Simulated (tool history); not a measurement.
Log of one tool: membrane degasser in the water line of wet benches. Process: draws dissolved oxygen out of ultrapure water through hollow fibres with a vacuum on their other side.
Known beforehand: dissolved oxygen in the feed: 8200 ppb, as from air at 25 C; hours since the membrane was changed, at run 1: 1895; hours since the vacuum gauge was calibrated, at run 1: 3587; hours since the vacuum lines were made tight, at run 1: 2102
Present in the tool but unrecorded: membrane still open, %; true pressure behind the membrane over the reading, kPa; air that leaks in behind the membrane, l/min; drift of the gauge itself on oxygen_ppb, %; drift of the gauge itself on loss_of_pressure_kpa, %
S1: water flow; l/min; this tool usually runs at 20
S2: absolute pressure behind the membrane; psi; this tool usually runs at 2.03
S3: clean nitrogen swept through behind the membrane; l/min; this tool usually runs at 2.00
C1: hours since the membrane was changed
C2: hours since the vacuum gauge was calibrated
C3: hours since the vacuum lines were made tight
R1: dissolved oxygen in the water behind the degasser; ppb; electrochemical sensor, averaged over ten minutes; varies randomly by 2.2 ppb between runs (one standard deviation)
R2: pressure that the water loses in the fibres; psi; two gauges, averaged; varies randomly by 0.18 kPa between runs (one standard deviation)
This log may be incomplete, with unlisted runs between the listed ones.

Run 1, hour 0.0: usual settings; C1 1895; C2 3587; C3 2102. Result: R1 254.9 ppb, R2 4.458 psi.
Run 2, hour 27.8: usual settings; C1 1923; C2 3614; C3 2129. Result: R1 252.3 ppb, R2 4.506 psi.
Run 3, hour 60.6: usual settings; C1 1956; C2 3647; C3 2162. Result: R1 252.6 ppb, R2 4.450 psi.
Run 4, hour 97.2: usual settings; C1 1992; C2 3684; C3 2199. Result: R1 252.2 ppb, R2 4.409 psi.
Run 5, hour 133.8: usual settings but S3 1.74 l/min; C1 2029; C2 3720; C3 2235. Result: R1 283.8 ppb, R2 4.422 psi.
Run 6, hour 177.1: usual settings but S3 2.90 l/min; C1 2072; C2 3764; C3 2279. Result: R1 178.9 ppb, R2 4.482 psi.
Run 7, hour 220.6: usual settings but S3 2.90 l/min; C1 2116; C2 3807; C3 2322. Result: R1 180.6 ppb, R2 4.477 psi.
Run 8, hour 250.1: usual settings but S3 2.90 l/min; C1 2145; C2 3837; C3 2352. Result: R1 179.6 ppb, R2 4.448 psi.
Run 9, hour 303.4: usual settings but S3 2.90 l/min; C1 2198; C2 3890; C3 2405. Result: R1 178.6 ppb, R2 4.444 psi.
Run 10, hour 356.5: usual settings but S1 13 l/min; C1 2251; C2 3943; C3 2458. Result: R1 169.6 ppb, R2 2.904 psi.
Run 11, hour 396.7: usual settings but S1 29 l/min; C1 2292; C2 3983; C3 2498. Result: R1 365.0 ppb, R2 6.416 psi.
Run 12, hour 440.1: usual settings but S1 29 l/min; C1 2335; C2 4027; C3 2542. Result: R1 363.7 ppb, R2 6.460 psi.
Run 13, hour 474.1: usual settings but S2 3.51 psi; C1 2369; C2 4061; C3 2576. Result: R1 470.1 ppb, R2 4.441 psi.
Run 14, hour 512.5: usual settings but S1 22 l/min; C1 2407; C2 4099; C3 2614. Result: R1 277.3 ppb, R2 4.925 psi.
Run 15, hour 562.6: usual settings but S1 22 l/min; C1 2458; C2 4149; C3 2664. Result: R1 277.6 ppb, R2 4.875 psi.
Run 16, hour 586.4: usual settings; C1 2481; C2 4173; C3 2688. Result: R1 254.1 ppb, R2 4.393 psi.
Run 17, hour 627.3: usual settings but S2 3.51 psi, S3 2.97 l/min; C1 2522; C2 4214; C3 2729. Result: R1 336.7 ppb, R2 4.512 psi.
Run 18, hour 672.1: usual settings but S1 28 l/min, S2 2.41 psi, S3 1.35 l/min; C1 2567; C2 4259; C3 2774. Result: R1 593.6 ppb, R2 6.273 psi.
Run 19, hour 698.6: usual settings but S1 28 l/min, S2 2.41 psi, S3 1.35 l/min; C1 2593; C2 4285; C3 2800. Result: R1 597.8 ppb, R2 6.193 psi.
Run 20, hour 747.3: usual settings but S1 28 l/min, S2 2.41 psi, S3 1.35 l/min; C1 2642; C2 4334; C3 2849. Result: R1 591.9 ppb, R2 6.229 psi.
Run 21, hour 794.7: usual settings but S1 28 l/min, S2 2.41 psi, S3 1.35 l/min; C1 2690; C2 4381; C3 2896. Result: R1 598.8 ppb, R2 6.195 psi.
Run 22, hour 834.8: usual settings but S1 28 l/min, S2 2.41 psi, S3 1.35 l/min; C1 2730; C2 4421; C3 2936. Result: R1 597.2 ppb, R2 6.212 psi.
At hour 846.6: seals of the vacuum lines changed.
Run 23, hour 872.2: usual settings but S1 17 l/min, S3 0.94 l/min; C1 2765; C2 4457; C3 26. Result: R1 426.1 ppb, R2 3.791 psi.
Run 24, hour 920.2: usual settings but S1 23 l/min, S2 4.41 psi, S3 0.94 l/min; C1 2813; C2 4505; C3 74. Result: R1 1260.2 ppb, R2 5.102 psi.
Run 25, hour 957.1: usual settings but S1 22 l/min; C1 2850; C2 4542; C3 110. Result: R1 277.9 ppb, R2 4.883 psi.
Run 26, hour 1003.5: usual settings but S1 14 l/min, S2 1.28 psi, S3 0.89 l/min; C1 2896; C2 4588; C3 157. Result: R1 196.0 ppb, R2 3.139 psi.
Run 27, hour 1032.2: usual settings but S2 1.32 psi, S3 5.72 l/min; C1 2925; C2 4617; C3 186. Result: R1 53.3 ppb, R2 4.473 psi.
Run 28, hour 1083.4: usual settings but S2 1.32 psi, S3 5.72 l/min; C1 2976; C2 4668; C3 237. Result: R1 55.8 ppb, R2 4.431 psi.
Run 29, hour 1125.0: usual settings but S1 22 l/min, S2 3.50 psi, S3 0.81 l/min; C1 3018; C2 4710; C3 278. Result: R1 1095.9 ppb, R2 4.902 psi.
Run 30, hour 1162.0: usual settings but S1 14 l/min, S2 3.50 psi, S3 2.70 l/min; C1 3055; C2 4747; C3 315. Result: R1 257.2 ppb, R2 3.121 psi.
Run 31, hour 1207.9: usual settings but S1 31 l/min, S3 3.62 l/min; C1 3101; C2 4793; C3 361. Result: R1 240.8 ppb, R2 6.863 psi.
Run 32, hour 1250.2: usual settings but S1 28 l/min, S2 3.31 psi, S3 1.63 l/min; C1 3143; C2 4835; C3 404. Result: R1 709.5 ppb, R2 6.192 psi.

What if the next run were any one of these 3? Each begins from the tool's condition after run 32:
Run A, hour 1297.2: usual settings but S1 23 l/min, S2 1.23 psi; C1 3190; C2 4882; C3 451. Result: R1 ?, R2 ?.
Run B, hour 1297.2: usual settings but S1 26 l/min, S2 1.68 psi; C1 3190; C2 4882; C3 451. Result: R1 ?, R2 ?.
Run C, hour 1297.2: usual settings but S3 5.05 l/min; C1 3190; C2 4882; C3 451. Result: R1 ?, R2 ?.

run     R1     R2
  A  145.4  5.144
  B  260.1  5.775
  C  106.2  4.469
What these runs would have given with no unlogged condition in the tool:
run     R1     R2
  A  145.2  5.142
  B  259.9  5.773
  C  106.1  4.467
